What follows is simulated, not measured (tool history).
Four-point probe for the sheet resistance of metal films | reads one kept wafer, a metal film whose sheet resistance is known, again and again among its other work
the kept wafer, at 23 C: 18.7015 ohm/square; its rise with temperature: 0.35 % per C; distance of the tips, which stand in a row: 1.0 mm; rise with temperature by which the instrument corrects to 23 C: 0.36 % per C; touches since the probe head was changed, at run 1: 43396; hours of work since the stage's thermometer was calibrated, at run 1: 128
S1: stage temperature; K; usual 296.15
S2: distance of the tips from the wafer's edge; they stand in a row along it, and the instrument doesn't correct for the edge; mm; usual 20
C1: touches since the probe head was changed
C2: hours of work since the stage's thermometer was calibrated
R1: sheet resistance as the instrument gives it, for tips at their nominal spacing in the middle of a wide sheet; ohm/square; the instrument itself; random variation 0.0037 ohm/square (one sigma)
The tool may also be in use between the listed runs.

run    hour      S1  S2     C1    C2         R1
  1     0.0  296.15  20  43396   128  18.610724
  2    77.7  296.15  20  46105   189  18.602517
  3   159.5  296.15  20  48958   253  18.590991
  4   238.8  296.15  20  51726   315  18.576823
  5   292.0  296.15  20  53580   357  18.573308
  6   353.8  296.15  20  55738   406  18.568085
  7   411.6  296.15  20  57755   451  18.559684
  8   451.4  296.15  20  59140   482  18.549806
  9   504.9  296.15  20  61008   524  18.547750
 10   556.1  296.15  20  62794   564  18.539967
 11   608.0  296.15  20  64604   605  18.531668
 12   684.3  293.15  20  67267   665  18.529533
 13   759.4  293.15  20  69884   724  18.521544
 14   831.2  296.15   4  72391   780  19.080521
 15   868.4  296.15  20  73688   809  18.499138
      920.2  -- new probe head fitted
 16   926.9  296.15  20    233   855  18.703265
 17   987.8  296.15  20   2360   902  18.704862
 18  1040.3  296.15  20   4189   944  18.696720
 19  1099.8  296.15  20   6265   990  18.684833
 20  1163.9  296.15  20   8501  1041  18.684533
 21  1250.3  296.15  17  11517  1109  18.674484
 22  1293.5  296.15  17  13023  1142  18.670280
 23  1377.3  293.15  71  15947  1208  18.634601
     1396.6  -- stage's thermometer calibrated
 24  1441.6  293.15  71  18169    35  18.636566
 25  1478.6  301.15  28  19460    64  18.619653
 26  1531.6  301.15  28  21311   106  18.612424
 27  1613.5  301.15  15  24168   170  18.626993
 28  1654.8  292.15   5  25608   203  19.006882
 29  1740.6  302.15   4  28602   270  19.174567
 30  1776.6  302.15   4  29856   298  19.164694
 31  1842.1  300.15  51  32140   350  18.566985
 32  1916.8  300.15  51  34745   408  18.549655
 33  1964.3  296.15  65  36402   446  18.561012
 34  2005.2  299.15   4  37829   478  19.140304
 35  2088.3  295.15  21  40728   543  18.563805
 36  2165.1  295.15  21  43407   603  18.556954
 37  2231.9  295.15  21  45737   656  18.542595
 38  2283.1  295.15   9  47524   696  18.644062
 39  2329.3  295.15   9  49135   732  18.640331
 40  2376.1  292.15   3  50769   769  19.556850
 41  2440.2  292.15   3  53002   819  19.546019
 42  2511.3  306.15   4  55484   875  19.050327
 43  2598.4  304.15   8  58523   943  18.599574
 44  2659.2  304.15   8  60644   991  18.593268

The same runs without the tool's hidden state, with the same run-to-run variation:
The hidden state here: inner tips' distance over the nominal, %; tips' flats over new ones', %; wafer's true temperature over the reading, C; drift of the gauge itself on sheet_ohm, %.
run         R1
  1  18.727575
  2  18.729218
  3  18.727757
  4  18.723619
  5  18.727115
  6  18.729960
  7  18.728924
  8  18.723827
  9  18.728458
 10  18.727768
 11  18.726296
 12  18.734202
 13  18.736546
 14  19.310296
 15  18.727137
 16  18.720876
 17  18.730700
 18  18.729712
 19  18.725369
 20  18.733627
 21  18.734930
 22  18.736537
 23  18.711889
 24  18.715032
 25  18.702552
 26  18.702287
 27  18.727171
 28  19.114903
 29  19.294290
 30  19.289857
 31  18.696933
 32  18.689342
 33  18.706613
 34  19.295768
 35  18.726434
 36  18.729627
 37  18.724588
 38  18.834041
 39  18.836451
 40  19.769038
 41  19.767610
 42  19.275823
 43  18.831244
 44  18.832489

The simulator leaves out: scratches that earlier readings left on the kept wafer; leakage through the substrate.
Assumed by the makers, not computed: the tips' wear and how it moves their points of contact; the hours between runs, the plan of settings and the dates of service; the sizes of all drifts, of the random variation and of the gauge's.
